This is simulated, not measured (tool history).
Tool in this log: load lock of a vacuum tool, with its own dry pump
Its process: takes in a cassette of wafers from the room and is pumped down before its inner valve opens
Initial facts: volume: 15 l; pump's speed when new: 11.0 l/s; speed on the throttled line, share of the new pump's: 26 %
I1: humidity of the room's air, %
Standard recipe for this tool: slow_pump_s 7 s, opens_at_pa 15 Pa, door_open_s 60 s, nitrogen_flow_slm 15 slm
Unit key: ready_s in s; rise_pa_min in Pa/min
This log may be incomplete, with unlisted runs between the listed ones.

run 1 hour=0 | slow_pump_s=7 opens_at_pa=15 door_open_s=60 nitrogen_flow_slm=15 | I1=48.1 | ready_s=18.1 rise_pa_min=0.307
run 2 hour=229.5 | slow_pump_s=7 opens_at_pa=15 door_open_s=60 nitrogen_flow_slm=15 | I1=46.4 | ready_s=18 rise_pa_min=0.312
run 3 hour=388.3 | slow_pump_s=7 opens_at_pa=15 door_open_s=60 nitrogen_flow_slm=7 | I1=45.5 | ready_s=18 rise_pa_min=0.336
run 4 hour=547.4 | slow_pump_s=7 opens_at_pa=15 door_open_s=60 nitrogen_flow_slm=7 | I1=45 | ready_s=18.2 rise_pa_min=0.345
run 5 hour=774 | slow_pump_s=7 opens_at_pa=15 door_open_s=60 nitrogen_flow_slm=15 | I1=43 | ready_s=18.1 rise_pa_min=0.33
run 6 hour=877.9 | slow_pump_s=7 opens_at_pa=15 door_open_s=60 nitrogen_flow_slm=15 | I1=45.5 | ready_s=18.2 rise_pa_min=0.339
run 7 hour=983.6 | slow_pump_s=7 opens_at_pa=15 door_open_s=60 nitrogen_flow_slm=15 | I1=45 | ready_s=18 rise_pa_min=0.344
run 8 hour=1142.6 | slow_pump_s=13 opens_at_pa=15 door_open_s=60 nitrogen_flow_slm=15 | I1=47.8 | ready_s=22.5 rise_pa_min=0.345
run 9 hour=1357.8 | slow_pump_s=13 opens_at_pa=15 door_open_s=60 nitrogen_flow_slm=15 | I1=46.2 | ready_s=22.3 rise_pa_min=0.351
run 10 hour=1503.7 | slow_pump_s=13 opens_at_pa=15 door_open_s=60 nitrogen_flow_slm=15 | I1=44.8 | ready_s=22.8 rise_pa_min=0.36
run 11 hour=1600.7 | slow_pump_s=13 opens_at_pa=15 door_open_s=60 nitrogen_flow_slm=15 | I1=48 | ready_s=22.4 rise_pa_min=0.363
run 12 hour=1812.1 | slow_pump_s=7 opens_at_pa=15 door_open_s=60 nitrogen_flow_slm=15 | I1=42.1 | ready_s=18 rise_pa_min=0.366
run 13 hour=1916 | slow_pump_s=7 opens_at_pa=15 door_open_s=60 nitrogen_flow_slm=15 | I1=46.1 | ready_s=18.2 rise_pa_min=0.378
run 14 hour=2095.2 | slow_pump_s=7 opens_at_pa=22 door_open_s=60 nitrogen_flow_slm=15 | I1=45.2 | ready_s=17.8 rise_pa_min=0.379
run 15 hour=2219.3 | slow_pump_s=7 opens_at_pa=22 door_open_s=60 nitrogen_flow_slm=15 | I1=44.5 | ready_s=17.2 rise_pa_min=0.394
run 16 hour=2347.2 | slow_pump_s=7 opens_at_pa=22 door_open_s=60 nitrogen_flow_slm=15 | I1=46.7 | ready_s=17.2 rise_pa_min=0.388
run 17 hour=2465 | slow_pump_s=7 opens_at_pa=22 door_open_s=26 nitrogen_flow_slm=15 | I1=43.5 | ready_s=17.5 rise_pa_min=0.376
run 18 hour=2585.4 | slow_pump_s=7 opens_at_pa=22 door_open_s=26 nitrogen_flow_slm=15 | I1=48.5 | ready_s=17.4 rise_pa_min=0.381
run 19 hour=2712.4 | slow_pump_s=7 opens_at_pa=22 door_open_s=26 nitrogen_flow_slm=15 | I1=44.6 | ready_s=17.8 rise_pa_min=0.387
run 20 hour=2873.1 | slow_pump_s=8 opens_at_pa=14 door_open_s=60 nitrogen_flow_slm=15 | I1=41.5 | ready_s=19 rise_pa_min=0.401
run 21 hour=3062.4 | slow_pump_s=8 opens_at_pa=18 door_open_s=33 nitrogen_flow_slm=15 | I1=47.9 | ready_s=18.6 rise_pa_min=0.408
run 22 hour=3219.8 | slow_pump_s=8 opens_at_pa=18 door_open_s=33 nitrogen_flow_slm=15 | I1=43 | ready_s=18.5 rise_pa_min=0.418
run 23 hour=3420.2 | slow_pump_s=8 opens_at_pa=13 door_open_s=41 nitrogen_flow_slm=5 | I1=45.6 | ready_s=19.2 rise_pa_min=0.439
run 24 hour=3645.8 | slow_pump_s=11 opens_at_pa=15 door_open_s=60 nitrogen_flow_slm=31 | I1=46.4 | ready_s=21.1 rise_pa_min=0.417
run 25 hour=3748.6 | slow_pump_s=7 opens_at_pa=15 door_open_s=79 nitrogen_flow_slm=15 | I1=45 | ready_s=18.5 rise_pa_min=0.442
run 26 hour=3945.4 | slow_pump_s=7 opens_at_pa=28 door_open_s=60 nitrogen_flow_slm=15 | I1=45.3 | ready_s=17.1 rise_pa_min=0.452

Forecast run 27:
run 27 hour=4087.3 | slow_pump_s=7 opens_at_pa=21 door_open_s=192 nitrogen_flow_slm=15 | I1=48 | ready_s=? rise_pa_min=?

Run 27 gave ready_s 17.8 s, rise_pa_min 0.498 Pa/min.
Take away the tool's hidden state, keep the run-to-run variation as it was, and the same run would have given ready_s 16.8 s, rise_pa_min 0.075 Pa/min.

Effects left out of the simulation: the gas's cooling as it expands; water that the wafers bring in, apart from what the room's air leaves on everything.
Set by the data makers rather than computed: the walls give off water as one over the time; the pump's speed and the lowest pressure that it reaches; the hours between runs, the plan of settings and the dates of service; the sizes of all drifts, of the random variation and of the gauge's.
